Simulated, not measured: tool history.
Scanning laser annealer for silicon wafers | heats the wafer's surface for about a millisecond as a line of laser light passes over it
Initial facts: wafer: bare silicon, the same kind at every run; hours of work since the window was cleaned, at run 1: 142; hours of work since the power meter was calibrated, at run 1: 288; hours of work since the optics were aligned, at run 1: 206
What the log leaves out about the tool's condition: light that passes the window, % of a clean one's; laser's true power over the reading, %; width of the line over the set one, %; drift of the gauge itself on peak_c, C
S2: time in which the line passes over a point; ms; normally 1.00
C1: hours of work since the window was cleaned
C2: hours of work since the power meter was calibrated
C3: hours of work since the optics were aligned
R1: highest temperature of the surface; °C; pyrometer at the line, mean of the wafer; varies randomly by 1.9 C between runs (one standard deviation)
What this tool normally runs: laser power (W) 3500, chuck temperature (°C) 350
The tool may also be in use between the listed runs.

Run 1, hour 0.0: usual settings; C1 142; C2 288; C3 206. Result: R1 1133 °C.
Run 2, hour 17.1: usual settings; C1 152; C2 299; C3 217. Result: R1 1136 °C.
Run 3, hour 47.0: usual settings but S2 1.17 ms; C1 171; C2 317; C3 235. Result: R1 1204 °C.
Run 4, hour 65.4: usual settings but S2 1.19 ms; C1 182; C2 328; C3 246. Result: R1 1211 °C.
Run 5, hour 86.2: usual settings but S2 1.19 ms; C1 195; C2 341; C3 259. Result: R1 1211 °C.
Run 6, hour 104.5: usual settings but S2 1.19 ms; C1 206; C2 352; C3 270. Result: R1 1207 °C.
Run 7, hour 130.7: usual settings but S2 1.19 ms; C1 222; C2 369; C3 286. Result: R1 1207 °C.
Run 8, hour 151.0: usual settings but S2 1.19 ms; C1 234; C2 381; C3 299. Result: R1 1207 °C.
Run 9, hour 175.2: usual settings but laser power (W) 3154, S2 1.19 ms; C1 249; C2 396; C3 314. Result: R1 1118 °C.
Run 10, hour 206.7: usual settings but laser power (W) 3154, S2 1.19 ms; C1 269; C2 415; C3 333. Result: R1 1119 °C.
Run 11, hour 233.0: usual settings but laser power (W) 3154, S2 1.19 ms; C1 285; C2 431; C3 349. Result: R1 1115 °C.
Run 12, hour 255.6: usual settings but laser power (W) 3154, S2 1.19 ms; C1 299; C2 445; C3 363. Result: R1 1118 °C.
Run 13, hour 273.3: usual settings but laser power (W) 3154, S2 1.19 ms; C1 309; C2 456; C3 374. Result: R1 1111 °C.
Run 14, hour 307.4: usual settings but laser power (W) 3154, S2 1.19 ms; C1 330; C2 477; C3 395. Result: R1 1110 °C.
Run 15, hour 330.4: usual settings; C1 345; C2 491; C3 409. Result: R1 1120 °C.
Run 16, hour 354.4: usual settings but laser power (W) 3235, S2 1.25 ms, chuck temperature (°C) 382; C1 359; C2 506; C3 424. Result: R1 1181 °C.
Run 17, hour 381.2: usual settings but S2 0.93 ms; C1 376; C2 522; C3 440. Result: R1 1086 °C.
Run 18, hour 409.8: usual settings but laser power (W) 3589, S2 0.86 ms, chuck temperature (°C) 318; C1 393; C2 540; C3 458. Result: R1 1040 °C.
Run 19, hour 437.7: usual settings but laser power (W) 3557, S2 0.86 ms, chuck temperature (°C) 362; C1 410; C2 557; C3 475. Result: R1 1077 °C.
Run 20, hour 453.7: usual settings but laser power (W) 3557, S2 0.86 ms, chuck temperature (°C) 362; C1 420; C2 567; C3 485. Result: R1 1078 °C.
At hour 463.0: window over the wafer cleaned.
Run 21, hour 472.9: usual settings but laser power (W) 3797, S2 0.98 ms, chuck temperature (°C) 345; C1 6; C2 577; C3 495. Result: R1 1198 °C.
Run 22, hour 497.8: usual settings but laser power (W) 3797, S2 1.08 ms, chuck temperature (°C) 312; C1 21; C2 593; C3 511. Result: R1 1211 °C.
Run 23, hour 525.2: usual settings but laser power (W) 3797, S2 1.08 ms, chuck temperature (°C) 312; C1 38; C2 609; C3 527. Result: R1 1207 °C.
Run 24, hour 555.5: usual settings but laser power (W) 3064, S2 0.92 ms, chuck temperature (°C) 312; C1 57; C2 628; C3 546. Result: R1 972 °C.
Run 25, hour 588.8: usual settings but laser power (W) 3064, S2 0.92 ms, chuck temperature (°C) 312; C1 77; C2 648; C3 566. Result: R1 973 °C.
Run 26, hour 603.4: usual settings but laser power (W) 3511, S2 0.91 ms, chuck temperature (°C) 339; C1 86; C2 657; C3 575. Result: R1 1088 °C.
Run 27, hour 630.7: usual settings but S2 1.09 ms, chuck temperature (°C) 358; C1 103; C2 674; C3 592. Result: R1 1179 °C.
Run 28, hour 654.6: usual settings but laser power (W) 3092, chuck temperature (°C) 386; C1 118; C2 689; C3 607. Result: R1 1076 °C.
Run 29, hour 672.9: usual settings but laser power (W) 3127, S2 1.13 ms, chuck temperature (°C) 336; C1 129; C2 700; C3 618. Result: R1 1085 °C.

Alternative continuations, all from the tool just after run 29; predict every row:
Run A, hour 694.5: usual settings but laser power (W) 3397, S2 0.72 ms, chuck temperature (°C) 363; C1 142; C2 713; C3 631. Result: R1 ?.
Run B, hour 694.5: usual settings but laser power (W) 3782, S2 1.06 ms, chuck temperature (°C) 364; C1 142; C2 713; C3 631. Result: R1 ?.
Run C, hour 694.5: usual settings but laser power (W) 3118, S2 1.10 ms, chuck temperature (°C) 349; C1 142; C2 713; C3 631. Result: R1 ?.
Run D, hour 694.5: usual settings but laser power (W) 3127, S2 1.13 ms, chuck temperature (°C) 329; C1 142; C2 713; C3 631. Result: R1 ?.

run    R1
  A   996
  B  1237
  C  1083
  D  1074
Had the tool no hidden state, the same runs would have come out as:
run    R1
  A  1013
  B  1261
  C  1103
  D  1094
